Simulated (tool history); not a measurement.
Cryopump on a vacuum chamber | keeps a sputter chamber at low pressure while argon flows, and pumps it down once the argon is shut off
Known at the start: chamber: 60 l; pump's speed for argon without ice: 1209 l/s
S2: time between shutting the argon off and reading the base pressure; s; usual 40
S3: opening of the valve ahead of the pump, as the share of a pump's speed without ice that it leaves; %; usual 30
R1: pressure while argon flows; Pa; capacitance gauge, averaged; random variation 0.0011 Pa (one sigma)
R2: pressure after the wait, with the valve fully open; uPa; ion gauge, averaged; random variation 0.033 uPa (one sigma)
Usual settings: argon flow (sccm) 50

{"run": 1, "hour": 0.0, "argon flow (sccm)": 50, "S2": 40, "S3": 30, "R1": 0.2395, "R2": 2.86}
{"run": 2, "hour": 11.0, "argon flow (sccm)": 50, "S2": 40, "S3": 30, "R1": 0.2412, "R2": 2.94}
{"run": 3, "hour": 25.9, "argon flow (sccm)": 50, "S2": 40, "S3": 30, "R1": 0.2415, "R2": 2.91}
{"run": 4, "hour": 36.0, "argon flow (sccm)": 31, "S2": 40, "S3": 30, "R1": 0.1507, "R2": 2.98}
{"run": 5, "hour": 49.7, "argon flow (sccm)": 31, "S2": 40, "S3": 30, "R1": 0.149, "R2": 2.95}
{"run": 6, "hour": 65.3, "argon flow (sccm)": 31, "S2": 40, "S3": 30, "R1": 0.1509, "R2": 2.92}
{"run": 7, "hour": 79.6, "argon flow (sccm)": 31, "S2": 40, "S3": 30, "R1": 0.1509, "R2": 2.97}
{"run": 8, "hour": 91.9, "argon flow (sccm)": 50, "S2": 40, "S3": 18, "R1": 0.3982, "R2": 3.16}
{"run": 9, "hour": 103.2, "argon flow (sccm)": 50, "S2": 40, "S3": 18, "R1": 0.3917, "R2": 3.05}
{"run": 10, "hour": 113.7, "argon flow (sccm)": 50, "S2": 40, "S3": 31, "R1": 0.2364, "R2": 2.95}
{"run": 11, "hour": 129.7, "argon flow (sccm)": 50, "S2": 40, "S3": 48, "R1": 0.1564, "R2": 3.02}
{"run": 12, "hour": 145.8, "argon flow (sccm)": 98, "S2": 40, "S3": 30, "R1": 0.4767, "R2": 3.12}
{"run": 13, "hour": 162.4, "argon flow (sccm)": 50, "S2": 40, "S3": 34, "R1": 0.2177, "R2": 3.14}
{"run": 14, "hour": 171.1, "argon flow (sccm)": 50, "S2": 40, "S3": 30, "R1": 0.2444, "R2": 3.11}
{"run": 15, "hour": 182.1, "argon flow (sccm)": 50, "S2": 40, "S3": 30, "R1": 0.2438, "R2": 3.18}
{"run": 16, "hour": 201.1, "argon flow (sccm)": 50, "S2": 40, "S3": 30, "R1": 0.2447, "R2": 3.21}
{"run": 17, "hour": 215.1, "argon flow (sccm)": 50, "S2": 40, "S3": 30, "R1": 0.2473, "R2": 3.22}
{"hour": 225.9, "done": "pump warmed up, emptied and cooled again"}
{"run": 18, "hour": 239.4, "argon flow (sccm)": 50, "S2": 40, "S3": 30, "R1": 0.2337, "R2": 2.92}
{"run": 19, "hour": 251.1, "argon flow (sccm)": 52, "S2": 33, "S3": 22, "R1": 0.3292, "R2": 3.24}
{"run": 20, "hour": 262.2, "argon flow (sccm)": 45, "S2": 33, "S3": 32, "R1": 0.1986, "R2": 3.34}
{"run": 21, "hour": 279.4, "argon flow (sccm)": 22, "S2": 101, "S3": 42, "R1": 0.075, "R2": 2.15}
{"run": 22, "hour": 298.1, "argon flow (sccm)": 67, "S2": 60, "S3": 51, "R1": 0.1868, "R2": 2.53}
{"run": 23, "hour": 311.0, "argon flow (sccm)": 67, "S2": 60, "S3": 51, "R1": 0.187, "R2": 2.59}
{"run": 24, "hour": 322.9, "argon flow (sccm)": 42, "S2": 79, "S3": 20, "R1": 0.2952, "R2": 2.41}
{"run": 25, "hour": 333.4, "argon flow (sccm)": 67, "S2": 66, "S3": 50, "R1": 0.1906, "R2": 2.56}

The next listed run, before its measurement:
{"run": 26, "hour": 349.5, "argon flow (sccm)": 67, "S2": 66, "S3": 50, "R1": "?", "R2": "?"}

{"run 26": {"R1": 0.1917, "R2": 2.59}}
Without the tool's hidden state the same run would have given R1 0.1873 Pa, R2 1.20 uPa.
